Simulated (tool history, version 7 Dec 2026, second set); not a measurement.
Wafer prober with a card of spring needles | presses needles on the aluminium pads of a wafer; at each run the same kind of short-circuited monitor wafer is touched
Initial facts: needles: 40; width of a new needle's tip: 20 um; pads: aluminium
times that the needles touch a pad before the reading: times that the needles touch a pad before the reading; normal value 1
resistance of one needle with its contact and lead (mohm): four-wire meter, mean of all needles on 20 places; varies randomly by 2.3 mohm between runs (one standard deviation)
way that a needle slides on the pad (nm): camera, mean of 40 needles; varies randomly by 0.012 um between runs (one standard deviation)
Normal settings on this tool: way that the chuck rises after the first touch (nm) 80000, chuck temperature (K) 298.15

run	hour	way that the chuck rises after the first touch (nm)	chuck temperature (K)	times that the needles touch a pad before the reading	resistance of one needle with its contact and lead (mohm)	way that a needle slides on the pad (nm)
1	0.0	80000	298.15	1	290	16610
2	14.3	80000	298.15	2	356	16610
# hour 26.2: tips cleaned on abrasive film
3	28.9	80000	298.15	2	295	16600
4	47.4	80000	298.15	2	372	16600
# hour 52.3: tips cleaned on abrasive film
# hour 78.3: tips cleaned on abrasive film
5	79.2	80000	298.15	2	274	16570
# hour 105.3: tips cleaned on abrasive film
6	106.9	80000	298.15	2	284	16570
7	124.3	80000	298.15	1	438	16560
# hour 132.6: tips cleaned on abrasive film
8	154.2	80000	298.15	1	441	16560
# hour 158.5: tips cleaned on abrasive film
9	170.7	80000	298.15	1	410	16570
# hour 184.9: tips cleaned on abrasive film
10	198.9	80000	298.15	1	407	16520
# hour 211.0: tips cleaned on abrasive film
11	226.8	81000	306.15	1	425	16730
# hour 238.6: tips cleaned on abrasive film
12	245.8	81000	306.15	1	362	16720
# hour 266.0: tips cleaned on abrasive film
13	266.0	81000	306.15	2	272	16690
14	281.2	99000	353.15	1	374	20470
# hour 292.7: tips cleaned on abrasive film
15	301.3	84000	343.15	1	368	17310
16	314.9	80000	298.15	3	328	16490
# hour 318.9: tips cleaned on abrasive film
# hour 338.7: height of the first contact set anew
17	338.7	60000	298.15	1	580	12500
# hour 345.5: tips cleaned on abrasive film
18	355.0	60000	298.15	1	480	12500

Alternative continuations, all from the tool just after run 18; predict every row:
# hour 371.9: tips cleaned on abrasive film
A	373.7	62000	357.15	1	?	?
# hour 371.9: tips cleaned on abrasive film
B	373.7	60000	340.15	1	?	?
# hour 371.9: tips cleaned on abrasive film
C	373.7	80000	307.15	1	?	?
# hour 371.9: tips cleaned on abrasive film
D	373.7	60000	388.15	3	?	?

run	resistance of one needle with its contact and lead (mohm)	way that a needle slides on the pad (nm)
A	344	12900
B	347	12480
C	301	16680
D	317	12490
Without the tool's hidden state the same runs would have given:
run	resistance of one needle with its contact and lead (mohm)	way that a needle slides on the pad (nm)
A	282	12920
B	278	12500
C	259	16700
D	293	12520

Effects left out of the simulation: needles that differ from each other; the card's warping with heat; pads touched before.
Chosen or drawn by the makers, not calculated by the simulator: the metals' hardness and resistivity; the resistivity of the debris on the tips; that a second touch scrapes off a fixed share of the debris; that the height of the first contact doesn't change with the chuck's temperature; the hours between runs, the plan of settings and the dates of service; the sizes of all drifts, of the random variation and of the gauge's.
